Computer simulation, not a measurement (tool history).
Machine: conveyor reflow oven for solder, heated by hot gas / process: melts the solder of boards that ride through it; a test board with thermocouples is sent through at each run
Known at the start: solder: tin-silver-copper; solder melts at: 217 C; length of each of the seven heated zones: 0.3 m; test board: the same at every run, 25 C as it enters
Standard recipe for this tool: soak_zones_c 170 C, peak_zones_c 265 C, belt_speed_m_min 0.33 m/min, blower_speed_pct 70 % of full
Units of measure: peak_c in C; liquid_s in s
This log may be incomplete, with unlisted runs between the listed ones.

Run 1, hour 0: usual settings. Result: peak_c 250.3 C, liquid_s 80.4 s.
Run 2, hour 13.3: usual settings but blower_speed_pct 82 % of full. Result: peak_c 252.5 C, liquid_s 82.4 s.
Run 3, hour 33.7: usual settings but blower_speed_pct 54 % of full. Result: peak_c 247 C, liquid_s 74.5 s.
Run 4, hour 46.6: usual settings. Result: peak_c 250.6 C, liquid_s 79.1 s.
Run 5, hour 64.3: usual settings but blower_speed_pct 62 % of full. Result: peak_c 248.6 C, liquid_s 76.9 s.
At hour 81.7: flux residue cleaned out of gas plates and filters.
Run 6, hour 96.3: usual settings but blower_speed_pct 62 % of full. Result: peak_c 251 C, liquid_s 81 s.
Run 7, hour 123.5: usual settings. Result: peak_c 252.3 C, liquid_s 82.9 s.
Run 8, hour 138.3: usual settings but peak_zones_c 271 C. Result: peak_c 257.5 C, liquid_s 86.6 s.
Run 9, hour 152.6: usual settings but peak_zones_c 271 C. Result: peak_c 257.5 C, liquid_s 87.5 s.
Run 10, hour 180.1: usual settings but peak_zones_c 271 C. Result: peak_c 257.1 C, liquid_s 86.3 s.
Run 11, hour 198: usual settings but blower_speed_pct 71 % of full. Result: peak_c 251.9 C, liquid_s 82.1 s.
Run 12, hour 218.7: usual settings but blower_speed_pct 71 % of full. Result: peak_c 251 C, liquid_s 82 s.
Run 13, hour 242.5: usual settings but blower_speed_pct 71 % of full. Result: peak_c 251.3 C, liquid_s 81.3 s.
Run 14, hour 254.9: usual settings but soak_zones_c 181 C, peak_zones_c 270 C, belt_speed_m_min 0.308 m/min, blower_speed_pct 65 % of full. Result: peak_c 257.5 C, liquid_s 99.8 s.
Run 15, hour 269.4: usual settings but soak_zones_c 157 C, peak_zones_c 270 C, belt_speed_m_min 0.276 m/min, blower_speed_pct 65 % of full. Result: peak_c 257.8 C, liquid_s 100.4 s.
Run 16, hour 286.7: usual settings but soak_zones_c 157 C, peak_zones_c 270 C, belt_speed_m_min 0.276 m/min, blower_speed_pct 65 % of full. Result: peak_c 257.1 C, liquid_s 99.6 s.
Run 17, hour 301.9: usual settings but soak_zones_c 157 C, peak_zones_c 270 C, belt_speed_m_min 0.276 m/min, blower_speed_pct 65 % of full. Result: peak_c 257.8 C, liquid_s 99.6 s.
Run 18, hour 318.4: usual settings but soak_zones_c 158 C, peak_zones_c 270 C, belt_speed_m_min 0.276 m/min, blower_speed_pct 80 % of full. Result: peak_c 259.5 C, liquid_s 103.1 s.
Run 19, hour 343.4: usual settings but peak_zones_c 263 C. Result: peak_c 248.2 C, liquid_s 78.1 s.
Run 20, hour 359.3: usual settings but soak_zones_c 157 C, peak_zones_c 255 C, blower_speed_pct 53 % of full. Result: peak_c 235.6 C, liquid_s 53.1 s.
Run 21, hour 381.9: usual settings but soak_zones_c 183 C. Result: peak_c 251.8 C, liquid_s 89 s.

The logged runs with the hidden state left out (each run's random variation unchanged):
Hidden conditions of the tool in this case: heat that the gas passes to the board, % of a clean oven's; belt's true speed, % of the reading; true gas temperature in zones 6 and 7 over the reading, C; drift of the gauge itself on peak_c, C; drift of the gauge itself on liquid_s, %.
run  peak_c  liquid_s
  1   253.7      84.1
  2     256        86
  3   250.4      78.8
  4   254.3      83.2
  5   252.4      81.3
  6   252.8      82.3
  7   254.3      84.4
  8   259.6      87.9
  9   259.7      88.9
 10   259.5      87.8
 11   254.4      84.2
 12   253.7      84.3
 13   254.1      83.7
 14   260.3     101.5
 15   260.7     102.9
 16   260.1     102.2
 17     261     102.3
 18   262.9     105.7
 19   251.7      81.7
 20   239.1        59
 21   255.3      91.9
